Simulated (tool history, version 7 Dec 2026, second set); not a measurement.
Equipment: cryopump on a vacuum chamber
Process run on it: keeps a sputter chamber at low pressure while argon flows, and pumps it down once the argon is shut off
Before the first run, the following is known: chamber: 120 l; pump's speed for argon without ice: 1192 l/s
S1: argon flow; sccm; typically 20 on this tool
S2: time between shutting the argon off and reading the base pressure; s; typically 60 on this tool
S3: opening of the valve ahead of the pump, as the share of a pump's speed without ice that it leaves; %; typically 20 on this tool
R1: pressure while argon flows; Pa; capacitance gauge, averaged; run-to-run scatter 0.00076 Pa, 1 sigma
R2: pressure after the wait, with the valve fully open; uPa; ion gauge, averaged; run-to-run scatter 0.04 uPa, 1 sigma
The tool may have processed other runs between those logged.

Run 1, hour 0.0: usual settings. Result: R1 0.1432 Pa, R2 2.65 uPa.
Run 2, hour 58.9: usual settings. Result: R1 0.1429 Pa, R2 2.63 uPa.
Run 3, hour 156.3: usual settings. Result: R1 0.1449 Pa, R2 2.82 uPa.
Run 4, hour 219.0: usual settings but S1 8 sccm. Result: R1 0.0582 Pa, R2 2.79 uPa.
Run 5, hour 298.8: usual settings but S1 8 sccm. Result: R1 0.0588 Pa, R2 2.85 uPa.
Run 6, hour 354.2: usual settings but S1 13 sccm. Result: R1 0.0972 Pa, R2 2.90 uPa.
Run 7, hour 405.0: usual settings but S3 27 %. Result: R1 0.1119 Pa, R2 2.86 uPa.
Run 8, hour 480.7: usual settings but S3 27 %. Result: R1 0.1118 Pa, R2 3.02 uPa.
Run 9, hour 557.2: usual settings. Result: R1 0.1486 Pa, R2 3.01 uPa.
Run 10, hour 678.4: usual settings. Result: R1 0.1499 Pa, R2 3.15 uPa.
Run 11, hour 754.5: usual settings. Result: R1 0.1529 Pa, R2 3.30 uPa.
At hour 827.2: pump warmed up, emptied and cooled again.
Run 12, hour 827.2: usual settings. Result: R1 0.1415 Pa, R2 3.02 uPa.
Run 13, hour 934.5: usual settings. Result: R1 0.1437 Pa, R2 3.02 uPa.
Run 14, hour 998.9: usual settings. Result: R1 0.1427 Pa, R2 3.11 uPa.
Run 15, hour 1072.4: usual settings. Result: R1 0.1447 Pa, R2 3.13 uPa.
Run 16, hour 1186.0: usual settings. Result: R1 0.1446 Pa, R2 3.23 uPa.
Run 17, hour 1236.8: usual settings. Result: R1 0.1469 Pa, R2 3.26 uPa.
Run 18, hour 1355.3: usual settings but S2 149 s, S3 19 %. Result: R1 0.1543 Pa, R2 2.12 uPa.
Run 19, hour 1450.3: usual settings but S1 16 sccm, S2 110 s. Result: R1 0.1196 Pa, R2 2.52 uPa.
Run 20, hour 1565.0: usual settings but S1 30 sccm, S2 42 s, S3 22 %. Result: R1 0.2056 Pa, R2 4.46 uPa.
Run 21, hour 1634.6: usual settings but S1 30 sccm, S2 42 s, S3 22 %. Result: R1 0.2082 Pa, R2 4.62 uPa.
Run 22, hour 1714.6: usual settings but S1 11 sccm, S2 27 s. Result: R1 0.0830 Pa, R2 6.26 uPa.
At hour 1842.2: pump warmed up, emptied and cooled again.
Run 23, hour 1844.2: usual settings but S1 22 sccm, S2 87 s. Result: R1 0.1557 Pa, R2 2.77 uPa.
Run 24, hour 1918.2: usual settings but S1 8 sccm, S2 87 s, S3 32 %. Result: R1 0.0354 Pa, R2 2.74 uPa.
Run 25, hour 1982.7: usual settings but S1 8 sccm, S2 87 s, S3 36 %. Result: R1 0.0319 Pa, R2 2.90 uPa.
Run 26, hour 2058.6: usual settings but S1 11 sccm, S2 271 s, S3 33 %. Result: R1 0.0492 Pa, R2 1.93 uPa.
Run 27, hour 2164.1: usual settings but S1 21 sccm, S2 37 s, S3 53 %. Result: R1 0.0595 Pa, R2 4.92 uPa.
Run 28, hour 2248.3: usual settings but S2 201 s, S3 36 %. Result: R1 0.0842 Pa, R2 2.32 uPa.
Run 29, hour 2350.2: usual settings but S2 201 s, S3 36 %. Result: R1 0.0851 Pa, R2 2.44 uPa.
Run 30, hour 2413.3: usual settings but S1 22 sccm, S2 32 s, S3 36 %. Result: R1 0.0931 Pa, R2 5.49 uPa.
Run 31, hour 2508.7: usual settings but S1 22 sccm, S2 32 s, S3 36 %. Result: R1 0.0947 Pa, R2 5.88 uPa.

Each row is a separate what-if for the run after 31, all from the same tool condition, not one after another. Results?
Run A, hour 2570.0: usual settings but S1 17 sccm, S2 26 s. Result: R1 ?, R2 ?.
Run B, hour 2570.0: usual settings but S1 12 sccm, S2 223 s, S3 36 %. Result: R1 ?, R2 ?.
Run C, hour 2570.0: usual settings but S1 22 sccm, S2 214 s, S3 44 %. Result: R1 ?, R2 ?.

run      R1    R2
  A  0.1268  6.74
  B  0.0524  2.69
  C  0.0803  2.59
Without the tool's unlogged condition, the same runs would have read:
run      R1    R2
  A  0.1197  4.98
  B  0.0474  0.85
  C  0.0711  0.82
